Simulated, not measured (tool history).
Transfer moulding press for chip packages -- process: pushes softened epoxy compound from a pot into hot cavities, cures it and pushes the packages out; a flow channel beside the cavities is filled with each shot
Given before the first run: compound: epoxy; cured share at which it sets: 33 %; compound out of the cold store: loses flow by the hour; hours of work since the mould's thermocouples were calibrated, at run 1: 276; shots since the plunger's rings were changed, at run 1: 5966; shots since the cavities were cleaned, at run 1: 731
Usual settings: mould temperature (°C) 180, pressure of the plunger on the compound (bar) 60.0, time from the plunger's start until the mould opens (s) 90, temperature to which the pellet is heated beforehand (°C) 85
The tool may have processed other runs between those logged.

run	day	mould temperature (°C)	pressure of the plunger on the compound (bar)	time from the plunger's start until the mould opens (s)	temperature to which the pellet is heated beforehand (°C)	hours of work since the mould's thermocouples were calibrated	shots since the plunger's rings were changed	shots since the cavities were cleaned	incoming compound's hours out of the cold store	length that the compound runs in the flow channel (mm)	greatest force on the pins that push the packages out (N)
1	0.000	180	60.0	90	85	276	5966	731	42.7	573	1135
# day 0.442: cavities cleaned with cleaning compound and waxed
2	0.542	180	60.0	90	85	283	6093	27	47.9	558	763
3	0.954	180	60.0	90	85	289	6201	135	37.7	591	827
4	1.571	180	60.0	90	85	298	6364	298	46.6	562	894
5	2.292	180	60.0	90	85	309	6554	488	43.1	557	991
# day 2.638: plunger's sealing rings changed
6	3.067	178	60.0	90	85	319	113	665	21.8	706	1387
# day 3.783: cavities cleaned with cleaning compound and waxed
7	3.783	180	60.0	90	90	328	286	0	11.1	734	792
8	4.133	180	60.0	90	85	334	377	91	40.6	627	779
9	4.708	180	60.0	90	85	342	529	243	39.5	637	894
10	5.317	180	60.0	90	85	351	690	404	35.3	639	981
11	5.767	180	60.0	90	85	358	808	522	34.6	638	1046
12	6.162	180	60.0	90	85	364	912	626	29.4	658	1105
13	6.608	180	60.0	75	85	370	1030	744	21.6	691	1869
# day 6.721: mould's thermocouples calibrated
# day 7.100: cavities cleaned with cleaning compound and waxed
14	7.112	180	60.0	75	85	5	1124	3	34.7	640	1149
15	7.500	180	60.0	78	85	11	1226	105	41.2	617	1112
16	8.004	180	50.2	90	89	18	1359	238	25.6	623	894
17	8.350	180	66.7	90	89	23	1450	329	13.8	743	975
18	9.033	180	66.7	90	89	33	1630	509	42.9	648	985
# day 9.717: mould's thermocouples calibrated, once more
19	9.829	180	66.7	90	89	2	1818	697	17.3	726	1158
# day 10.383: cavities cleaned with cleaning compound and waxed
20	10.567	180	66.7	90	89	12	1997	49	12.0	745	850
21	11.204	178	66.7	90	90	21	2165	217	24.8	717	1084
22	11.638	174	67.1	90	88	28	2278	330	46.7	640	1468
23	12.150	174	65.9	90	88	35	2414	466	42.1	652	1531
24	12.662	174	65.9	90	88	43	2549	601	46.3	641	1658
25	13.212	174	65.9	90	88	51	2694	746	40.4	647	1733
# day 13.600: cavities cleaned with cleaning compound and waxed
26	13.717	182	57.4	83	91	58	2810	31	13.8	674	863
27	14.358	173	71.5	83	86	67	2980	201	32.2	715	1790

Below, some changes in length that the compound runs in the flow channel (mm) between adjacent runs. For each, the amount present without the hidden state too (settings, incoming material, random variation) and the amount remaining for the hidden state with gauge scatter not shared by both compared results:
Unlogged tool condition in this case: true mould temperature over the reading, C; pressure that reaches the compound, % of what is set; grip of the stained cavities, % over clean ones'; drift of the gauge itself on flow_mm, %; drift of the gauge itself on push_out_n, %.
Run 2 -> 3: no setting touched and nothing written in the log between the runs. length that the compound runs in the flow channel (mm) +33: hidden state -4, all else +37.
Run 5 -> 6: mould temperature (°C) 180 -> 178, plunger's sealing rings changed. length that the compound runs in the flow channel (mm) +149: hidden state +59, all else +90.
Run 16 -> 17: pressure of the plunger on the compound (bar) 50.2 -> 66.7. length that the compound runs in the flow channel (mm) +120: hidden state -4, all else +124.
